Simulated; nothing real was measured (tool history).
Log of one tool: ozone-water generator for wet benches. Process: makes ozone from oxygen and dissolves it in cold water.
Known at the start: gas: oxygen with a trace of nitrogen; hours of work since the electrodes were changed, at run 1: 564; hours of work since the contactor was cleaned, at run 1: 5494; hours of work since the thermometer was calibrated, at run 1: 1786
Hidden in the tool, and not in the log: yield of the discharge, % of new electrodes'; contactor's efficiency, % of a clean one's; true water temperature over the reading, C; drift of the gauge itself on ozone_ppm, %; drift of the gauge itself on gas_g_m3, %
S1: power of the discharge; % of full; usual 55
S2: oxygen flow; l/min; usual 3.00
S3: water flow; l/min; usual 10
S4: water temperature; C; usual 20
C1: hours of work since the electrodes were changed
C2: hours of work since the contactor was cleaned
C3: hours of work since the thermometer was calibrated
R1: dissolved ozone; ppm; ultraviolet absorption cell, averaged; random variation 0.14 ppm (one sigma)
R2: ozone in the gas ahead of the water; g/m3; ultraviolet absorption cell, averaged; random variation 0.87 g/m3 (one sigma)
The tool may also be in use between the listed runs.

run 1 day=0.000 | S1=55 S2=3.00 S3=10 S4=20 | C1=564 C2=5494 C3=1786 | R1=14.9 R2=142.6
run 2 day=1.342 | S1=55 S2=3.00 S3=10 S4=20 | C1=587 C2=5517 C3=1809 | R1=14.7 R2=143.1
run 3 day=2.121 | S1=55 S2=3.00 S3=10 S4=20 | C1=600 C2=5530 C3=1822 | R1=14.7 R2=141.0
run 4 day=3.529 | S1=55 S2=3.00 S3=10 S4=20 | C1=623 C2=5553 C3=1845 | R1=14.6 R2=142.4
run 5 day=4.188 | S1=55 S2=3.00 S3=10 S4=20 | C1=634 C2=5564 C3=1856 | R1=14.5 R2=143.7
run 6 day=5.150 | S1=55 S2=3.00 S3=10 S4=20 | C1=650 C2=5581 C3=1872 | R1=14.8 R2=143.9
run 7 day=6.604 | S1=55 S2=3.00 S3=10 S4=20 | C1=675 C2=5605 C3=1897 | R1=14.4 R2=142.7
run 8 day=7.288 | S1=55 S2=1.51 S3=10 S4=20 | C1=686 C2=5616 C3=1908 | R1=12.0 R2=178.0
run 9 day=8.279 | S1=55 S2=1.51 S3=10 S4=20 | C1=703 C2=5633 C3=1925 | R1=12.0 R2=175.3
run 10 day=9.242 | S1=55 S2=1.51 S3=10 S4=20 | C1=719 C2=5649 C3=1941 | R1=12.0 R2=176.2
run 11 day=10.571 | S1=55 S2=3.00 S3=10 S4=26 | C1=741 C2=5671 C3=1963 | R1=13.4 R2=142.8
run 12 day=11.288 | S1=72 S2=3.00 S3=10 S4=14 | C1=753 C2=5683 C3=1975 | R1=20.6 R2=183.8
run 13 day=12.721 | S1=72 S2=4.91 S3=10 S4=14 | C1=777 C2=5707 C3=1999 | R1=22.9 R2=159.1
run 14 day=13.450 | S1=55 S2=3.59 S3=10 S4=25 | C1=790 C2=5720 C3=2012 | R1=13.8 R2=136.5
run 15 day=14.571 | S1=72 S2=3.00 S3=9 S4=20 | C1=808 C2=5739 C3=2030 | R1=20.3 R2=183.5

The same runs without the tool's hidden state, with the same run-to-run variation:
run=1 R1=15.7 R2=142.6
run=2 R1=15.5 R2=143.2
run=3 R1=15.5 R2=141.2
run=4 R1=15.4 R2=142.6
run=5 R1=15.3 R2=143.9
run=6 R1=15.6 R2=144.1
run=7 R1=15.2 R2=142.9
run=8 R1=12.7 R2=178.3
run=9 R1=12.6 R2=175.7
run=10 R1=12.7 R2=176.6
run=11 R1=14.1 R2=143.2
run=12 R1=21.8 R2=184.6
run=13 R1=24.2 R2=159.8
run=14 R1=14.6 R2=137.0
run=15 R1=21.5 R2=184.4

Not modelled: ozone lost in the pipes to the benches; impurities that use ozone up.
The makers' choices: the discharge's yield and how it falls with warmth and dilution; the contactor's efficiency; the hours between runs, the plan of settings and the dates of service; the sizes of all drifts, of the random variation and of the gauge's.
